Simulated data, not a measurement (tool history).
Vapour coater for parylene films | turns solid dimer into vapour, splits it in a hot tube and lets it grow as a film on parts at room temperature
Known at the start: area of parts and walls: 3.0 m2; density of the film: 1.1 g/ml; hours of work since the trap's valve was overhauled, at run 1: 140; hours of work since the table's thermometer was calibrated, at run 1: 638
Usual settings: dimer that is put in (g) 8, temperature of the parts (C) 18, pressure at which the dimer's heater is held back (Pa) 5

run   hour  dimer that is put in (g)  temperature of the parts (C)  pressure at which the dimer's heater is held back (Pa)  hours of work since the trap's valve was overhauled  hours of work since the table's thermometer was calibrated  thickness of the film (um)
  1      0                         8                            18                                                       5                                                  140                                                         638                        1.57
  2    9.7                         8                            18                                                       5                                                  148                                                         645                        1.52
  3   18.9                         8                            18                                                       5                                                  155                                                         653                        1.55
  4   31.6                         5                            18                                                       5                                                  165                                                         663                        0.96
  5   50.1                         5                            18                                                       5                                                  180                                                         677                        0.95
  6   63.1                         8                            18                                                    6.91                                                  190                                                         688                        1.49
  7   74.7                         6                            18                                                       5                                                  199                                                         697                        1.18
  8     93                         6                            18                                                       5                                                  214                                                         711                        1.16
  9  107.9                         8                            18                                                    9.59                                                  225                                                         723                        1.43
 10  117.7                         8                            18                                                    9.59                                                  233                                                         731                        1.46
 11  130.7                         8                            18                                                    9.59                                                  243                                                         741                        1.44
 12  144.2                         8                            18                                                       5                                                  254                                                         752                        1.54
 13  164.9                         8                            18                                                       5                                                  271                                                         768                        1.54
 14  176.2                         8                            18                                                    4.12                                                  280                                                         777                        1.58
 15  193.4                         8                            18                                                    4.12                                                  293                                                         791                        1.57
 16  213.9                         8                            18                                                    4.12                                                  309                                                         807                        1.58
 17    231                         8                            18                                                    5.33                                                  323                                                         821                        1.51
 18  247.9                         8                            18                                                    5.33                                                  336                                                         834                        1.53
     262.2  -- table's thermometer calibrated
 19  263.3                         9                            18                                                       5                                                  348                                                           1                        1.78
 20  273.8                         9                            26                                                       5                                                  356                                                           9                         1.3
 21  292.9                         9                            26                                                       5                                                  371                                                          24                        1.28
 22  305.5                         9                            26                                                       5                                                  381                                                          34                        1.31
 23  322.7                         8                            18                                                    3.29                                                  395                                                          48                        1.61
 24    333                         8                            24                                                       5                                                  403                                                          56                        1.23
 25  344.1                         8                            24                                                       5                                                  412                                                          65                        1.23
 26  361.8                         8                            24                                                       5                                                  426                                                          79                        1.27
 27  375.6                         8                            26                                                    9.66                                                  437                                                          90                        1.08
 28  391.4                         8                            26                                                    9.66                                                  449                                                         102                         1.1
 29  403.7                        14                            13                                                     6.8                                                  459                                                         112                         3.2
 30    419                         4                            14                                                       5                                                  471                                                         124                         0.9
 31  437.6                         5                            17                                                    3.69                                                  486                                                         139                        1.03
 32  449.6                         8                            13                                                    7.99                                                  495                                                         148                        1.79
 33  462.7                         8                            13                                                    7.99                                                  506                                                         159                        1.81
 34  477.7                         7                            14                                                    3.55                                                  518                                                         171                        1.65
 35  487.3                         4                            24                                                    7.33                                                  525                                                         178                         0.6
 36    499                        14                            22                                                   10.96                                                  535                                                         188                        2.18
 37  518.5                         4                            18                                                       5                                                  550                                                         203                        0.78
 38    536                         5                            18                                                     8.2                                                  564                                                         217                        0.92
 39    549                         9                            14                                                       5                                                  574                                                         227                        2.06
 40  569.5                         9                            14                                                       5                                                  590                                                         243                        2.04
 41  589.7                        10                            18                                                    4.95                                                  606                                                         259                        1.96
 42    604                        10                            18                                                    4.95                                                  618                                                         271                        1.93
 43  620.8                        13                            19                                                   10.85                                                  631                                                         284                        2.26
 44  640.3                         9                            27                                                    7.79                                                  646                                                         300                        1.17

5 ways to go on from here, each from the tool as it stands after run 44. What would each give?
  A  652.8                         3                            27                                                    2.31                                                  656                                                         309                           ?
  B  652.8                         9                            11                                                    7.79                                                  656                                                         309                           ?
  C  652.8                        11                            18                                                       5                                                  656                                                         309                           ?
  D  652.8                         4                            11                                                    5.28                                                  656                                                         309                           ?
  E  652.8                         4                            27                                                    7.79                                                  656                                                         309                           ?

run  thickness of the film (um)
  A                        0.45
  B                        2.15
  C                        2.11
  D                        0.99
  E                        0.52
Without the tool's hidden state the same runs would have given:
run  thickness of the film (um)
  A                        0.45
  B                        2.16
  C                        2.11
  D                        0.99
  E                        0.52
